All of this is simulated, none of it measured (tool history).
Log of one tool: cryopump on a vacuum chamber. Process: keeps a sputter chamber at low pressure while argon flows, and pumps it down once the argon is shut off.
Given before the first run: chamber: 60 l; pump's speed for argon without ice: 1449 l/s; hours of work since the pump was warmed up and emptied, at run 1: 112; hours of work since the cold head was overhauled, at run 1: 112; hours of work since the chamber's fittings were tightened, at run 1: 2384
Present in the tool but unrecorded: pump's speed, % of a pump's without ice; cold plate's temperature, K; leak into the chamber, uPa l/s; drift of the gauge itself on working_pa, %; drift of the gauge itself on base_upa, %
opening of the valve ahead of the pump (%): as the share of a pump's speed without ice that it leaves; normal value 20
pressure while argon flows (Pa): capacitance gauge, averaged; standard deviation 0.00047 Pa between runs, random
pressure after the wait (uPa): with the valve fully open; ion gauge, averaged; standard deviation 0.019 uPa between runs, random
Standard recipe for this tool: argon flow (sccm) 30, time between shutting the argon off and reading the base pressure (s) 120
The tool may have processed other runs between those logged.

run     day  argon flow (sccm)  time between shutting the argon off and reading the base pressure (s)  opening of the valve ahead of the pump (%)  hours of work since the pump was warmed up and emptied  hours of work since the cold head was overhauled  hours of work since the chamber's fittings were tightened  pressure while argon flows (Pa)  pressure after the wait (uPa)
  1       0                 30                                                                    120                                          20                                                     112                                               112                                                       2384                           0.1756                           0.89
  2   2.267                 30                                                                    120                                          20                                                     152                                               152                                                       2424                           0.1772                           0.92
  3   3.917                 30                                                                    120                                          20                                                     182                                               182                                                       2454                           0.1767                           0.91
  4   5.662                 30                                                                    120                                          20                                                     213                                               213                                                       2485                           0.1767                           0.95
  5   8.117                 30                                                                    120                                          20                                                     256                                               256                                                       2528                           0.1776                           0.96
  6  10.629                 30                                                                    120                                          20                                                     301                                               301                                                       2573                           0.1788                           0.97
     10.875  -- leaking fittings of the chamber tightened, without venting
  7  13.538                 30                                                                    120                                          20                                                     351                                               351                                                         47                           0.1783                           0.71
  8    16.3                 30                                                                    120                                          20                                                     400                                               400                                                         96                           0.1786                           0.75
  9  18.142                 28                                                                    120                                          20                                                     432                                               432                                                        129                           0.1678                            0.7
 10  20.946                 28                                                                    120                                          20                                                     482                                               482                                                        179                           0.1683                           0.69
 11  22.392                 20                                                                    190                                          20                                                     508                                               508                                                        204                           0.1201                           0.57
 12  23.771                 20                                                                    190                                          20                                                     532                                               532                                                        229                             0.12                           0.58
 13  26.429                 20                                                                    190                                          20                                                     579                                               579                                                        276                           0.1209                           0.62
 14  27.842                 20                                                                    190                                          20                                                     604                                               604                                                        301                           0.1209                           0.58
 15  29.421                 30                                                                    120                                          17                                                     632                                               632                                                        329                           0.2129                           0.79

Forecast run 16:
 16  31.954                 53                                                                    185                                          23                                                     677                                               677                                                        374                                ?                              ?

{"run 16": {"pressure while argon flows (Pa)": 0.2808, "pressure after the wait (uPa)": 0.62}}
Without the tool's hidden state the same run would have given pressure while argon flows (Pa) 0.2681, pressure after the wait (uPa) 0.51.
